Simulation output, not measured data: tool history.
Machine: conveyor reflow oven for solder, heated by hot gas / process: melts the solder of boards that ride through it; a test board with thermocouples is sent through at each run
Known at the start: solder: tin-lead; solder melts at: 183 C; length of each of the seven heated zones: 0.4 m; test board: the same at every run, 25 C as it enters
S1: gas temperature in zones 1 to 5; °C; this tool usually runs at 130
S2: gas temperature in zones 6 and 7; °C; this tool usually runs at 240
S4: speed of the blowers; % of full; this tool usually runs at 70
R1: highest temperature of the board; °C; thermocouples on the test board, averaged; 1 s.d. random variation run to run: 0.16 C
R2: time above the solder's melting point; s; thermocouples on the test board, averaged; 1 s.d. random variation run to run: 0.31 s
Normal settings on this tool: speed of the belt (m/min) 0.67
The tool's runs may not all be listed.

Run 1, hour 0: usual settings. Result: R1 222.1 °C, R2 54.8 s.
Run 2, hour 31.1: usual settings. Result: R1 222 °C, R2 54.7 s.
Run 3, hour 79.3: usual settings but speed of the belt (m/min) 0.666. Result: R1 222.2 °C, R2 55.2 s.
Run 4, hour 118.1: usual settings but S2 236 °C. Result: R1 218.5 °C, R2 52.5 s.
At hour 133.1: flux residue cleaned out of gas plates and filters.
Run 5, hour 172.9: usual settings. Result: R1 222.2 °C, R2 54.5 s.
Run 6, hour 214.3: usual settings. Result: R1 221.9 °C, R2 54 s.
Run 7, hour 280.9: usual settings. Result: R1 222.1 °C, R2 55.3 s.
At hour 332.7: thermocouples of zones 6 and 7 changed.
Run 8, hour 346.7: usual settings. Result: R1 222 °C, R2 54.9 s.
At hour 389.2: flux residue cleaned out of gas plates and filters.
Run 9, hour 390.8: usual settings but S4 50 % of full. Result: R1 214.6 °C, R2 48 s.
Run 10, hour 436.5: usual settings. Result: R1 221.9 °C, R2 54.7 s.
Run 11, hour 513.4: usual settings. Result: R1 221.9 °C, R2 54.7 s.
Run 12, hour 558.3: usual settings but S1 138 °C. Result: R1 223.5 °C, R2 58.2 s.
Run 13, hour 601.5: usual settings but S1 138 °C. Result: R1 223.6 °C, R2 57.7 s.
At hour 644.2: flux residue cleaned out of gas plates and filters.
Run 14, hour 680.9: usual settings but speed of the belt (m/min) 0.776. Result: R1 216.4 °C, R2 43 s.
Run 15, hour 744.7: usual settings but speed of the belt (m/min) 0.776. Result: R1 216.4 °C, R2 42.9 s.
Run 16, hour 798.9: usual settings but S1 136 °C, speed of the belt (m/min) 0.746. Result: R1 219.3 °C, R2 48.2 s.
At hour 849.7: belt drive overhauled, speed set with a stopwatch.
Run 17, hour 866.8: usual settings but S1 120 °C, S4 74 % of full. Result: R1 221.5 °C, R2 51.9 s.
At hour 901.5: flux residue cleaned out of gas plates and filters.
Run 18, hour 938: usual settings but S4 55 % of full. Result: R1 217 °C, R2 49.8 s.
Run 19, hour 1005: usual settings but S4 55 % of full. Result: R1 216.7 °C, R2 49.8 s.
Run 20, hour 1045.6: usual settings but speed of the belt (m/min) 0.771, S4 65 % of full. Result: R1 214.8 °C, R2 41.8 s.
Run 21, hour 1101.1: usual settings but S4 69 % of full. Result: R1 221.7 °C, R2 54.1 s.
At hour 1158.8: flux residue cleaned out of gas plates and filters.
Run 22, hour 1161.5: usual settings but S2 247 °C. Result: R1 228 °C, R2 58.8 s.
Run 23, hour 1209.7: usual settings but S1 119 °C, S2 247 °C, S4 67 % of full. Result: R1 225.5 °C, R2 53.9 s.

What if the next run were any one of these 5? Each begins from the tool's condition after run 23:
Run A, hour 1246.2: usual settings but S2 242 °C. Result: R1 ?, R2 ?.
Run B, hour 1246.2: usual settings but S1 131 °C, S2 247 °C, speed of the belt (m/min) 0.64, S4 85 % of full. Result: R1 ?, R2 ?.
Run C, hour 1246.2: usual settings but S1 119 °C, S2 231 °C, speed of the belt (m/min) 0.726, S4 51 % of full. Result: R1 ?, R2 ?.
Run D, hour 1246.2: usual settings but S1 121 °C, S2 247 °C, speed of the belt (m/min) 0.736, S4 84 % of full. Result: R1 ?, R2 ?.
Run E, hour 1246.2: usual settings but S1 118 °C, S2 231 °C, S4 77 % of full. Result: R1 ?, R2 ?.

run     R1    R2
  A  223.8  55.2
  B  233.9  65.1
  C  200.8  27.8
  D  227.4  50.3
  E  213.8    46
Had the tool no hidden state, the same runs would have come out as:
run     R1    R2
  A  223.7  55.2
  B  233.9  65.1
  C  200.8  27.8
  D  227.4  50.3
  E  213.7    46
